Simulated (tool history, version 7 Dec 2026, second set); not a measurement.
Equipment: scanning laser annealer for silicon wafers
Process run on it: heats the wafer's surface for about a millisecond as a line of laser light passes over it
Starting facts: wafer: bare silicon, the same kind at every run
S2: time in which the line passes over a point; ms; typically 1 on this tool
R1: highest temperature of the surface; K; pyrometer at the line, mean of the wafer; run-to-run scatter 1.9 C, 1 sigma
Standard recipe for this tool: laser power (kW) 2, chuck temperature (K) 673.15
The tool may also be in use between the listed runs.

run 1 hour=0 | laser_power_(kW)=2 S2=1 chuck_temperature_(K)=673.15 | R1=1422.15
run 2 hour=29.1 | laser_power_(kW)=2 S2=1 chuck_temperature_(K)=673.15 | R1=1418.15
run 3 hour=65.3 | laser_power_(kW)=2 S2=1.08 chuck_temperature_(K)=673.15 | R1=1445.15
run 4 hour=108.4 | laser_power_(kW)=2 S2=1.08 chuck_temperature_(K)=673.15 | R1=1439.15
run 5 hour=138.3 | laser_power_(kW)=2 S2=1 chuck_temperature_(K)=673.15 | R1=1412.15
run 6 hour=166.3 | laser_power_(kW)=2 S2=1 chuck_temperature_(K)=673.15 | R1=1409.15
run 7 hour=215.5 | laser_power_(kW)=2 S2=1 chuck_temperature_(K)=691.15 | R1=1424.15
run 8 hour=237.5 | laser_power_(kW)=2 S2=1 chuck_temperature_(K)=691.15 | R1=1426.15
run 9 hour=274 | laser_power_(kW)=2 S2=1 chuck_temperature_(K)=648.15 | R1=1377.15
run 10 hour=321.8 | laser_power_(kW)=2 S2=0.75 chuck_temperature_(K)=673.15 | R1=1313.15
run 11 hour=364 | laser_power_(kW)=2 S2=0.75 chuck_temperature_(K)=673.15 | R1=1309.15
run 12 hour=390.3 | laser_power_(kW)=2 S2=0.75 chuck_temperature_(K)=673.15 | R1=1309.15
run 13 hour=413.6 | laser_power_(kW)=2 S2=1 chuck_temperature_(K)=673.15 | R1=1393.15
run 14 hour=460.3 | laser_power_(kW)=2 S2=1 chuck_temperature_(K)=673.15 | R1=1388.15
run 15 hour=506.7 | laser_power_(kW)=2 S2=1 chuck_temperature_(K)=673.15 | R1=1383.15
run 16 hour=552.6 | laser_power_(kW)=2 S2=1 chuck_temperature_(K)=673.15 | R1=1382.15
-- hour=564.1 window over the wafer cleaned
run 17 hour=577.1 | laser_power_(kW)=2 S2=0.89 chuck_temperature_(K)=673.15 | R1=1393.15
run 18 hour=624.4 | laser_power_(kW)=2 S2=0.89 chuck_temperature_(K)=673.15 | R1=1389.15
run 19 hour=648.9 | laser_power_(kW)=2 S2=0.89 chuck_temperature_(K)=673.15 | R1=1388.15
run 20 hour=691.6 | laser_power_(kW)=1.989 S2=0.73 chuck_temperature_(K)=648.15 | R1=1299.15
run 21 hour=721.1 | laser_power_(kW)=2 S2=1 chuck_temperature_(K)=664.15 | R1=1407.15
run 22 hour=746.1 | laser_power_(kW)=2 S2=1 chuck_temperature_(K)=664.15 | R1=1404.15
run 23 hour=794.1 | laser_power_(kW)=1.831 S2=1.13 chuck_temperature_(K)=664.15 | R1=1375.15
-- hour=801.3 laser's power meter calibrated
run 24 hour=823.8 | laser_power_(kW)=1.831 S2=1.13 chuck_temperature_(K)=664.15 | R1=1377.15
run 25 hour=864 | laser_power_(kW)=1.831 S2=1.13 chuck_temperature_(K)=664.15 | R1=1374.15
run 26 hour=883.9 | laser_power_(kW)=2.138 S2=0.72 chuck_temperature_(K)=658.15 | R1=1348.15
run 27 hour=918.4 | laser_power_(kW)=1.808 S2=1 chuck_temperature_(K)=673.15 | R1=1331.15
-- hour=950.2 optics aligned, line set to its width
run 28 hour=968.2 | laser_power_(kW)=2 S2=0.87 chuck_temperature_(K)=673.15 | R1=1379.15
-- hour=988.5 laser's power meter calibrated, once more
run 29 hour=1007.7 | laser_power_(kW)=2 S2=0.87 chuck_temperature_(K)=673.15 | R1=1368.15
run 30 hour=1041.4 | laser_power_(kW)=2.089 S2=0.89 chuck_temperature_(K)=666.15 | R1=1400.15
run 31 hour=1069.2 | laser_power_(kW)=1.817 S2=0.77 chuck_temperature_(K)=675.15 | R1=1266.15
run 32 hour=1101.5 | laser_power_(kW)=1.817 S2=0.77 chuck_temperature_(K)=675.15 | R1=1263.15
run 33 hour=1150.9 | laser_power_(kW)=2.026 S2=0.77 chuck_temperature_(K)=700.15 | R1=1358.15
run 34 hour=1194.1 | laser_power_(kW)=2.07 S2=0.96 chuck_temperature_(K)=700.15 | R1=1441.15
run 35 hour=1221.5 | laser_power_(kW)=1.746 S2=0.94 chuck_temperature_(K)=709.15 | R1=1315.15
run 36 hour=1256.6 | laser_power_(kW)=1.845 S2=0.8 chuck_temperature_(K)=709.15 | R1=1306.15

Pick out some run-to-run changes in R1. Of each, how much would a tool without hidden state show as well, from the settings, what came in and chance, and how much is left for the hidden state and any gauge scatter not in both results compared?
The hidden state here: light that passes the window, % of a clean one's; laser's true power over the reading, %; width of the line over the set one, %; drift of the gauge itself on peak_c, C.
Run 16 -> 17: S2 1 -> 0.89, window over the wafer cleaned. R1 +11 K: hidden state +49, all else -38.
Run 20 -> 21: laser power (kW) 1.989 -> 2, S2 0.73 -> 1, chuck temperature (K) 648.15 -> 664.15. R1 +108 K: hidden state -5, all else +113.
Run 27 -> 28: laser power (kW) 1.808 -> 2, S2 1 -> 0.87, optics aligned, line set to its width. R1 +48 K: hidden state +17, all else +31.
Run 28 -> 29: laser's power meter calibrated, once more. R1 -11 K: hidden state -16, all else +5.
Run 30 -> 31: laser power (kW) 2.089 -> 1.817, S2 0.89 -> 0.77, chuck temperature (K) 666.15 -> 675.15. R1 -134 K: hidden state +4, all else -138.
Run 34 -> 35: laser power (kW) 2.07 -> 1.746, S2 0.96 -> 0.94, chuck temperature (K) 700.15 -> 709.15. R1 -126 K: hidden state +7, all else -133.
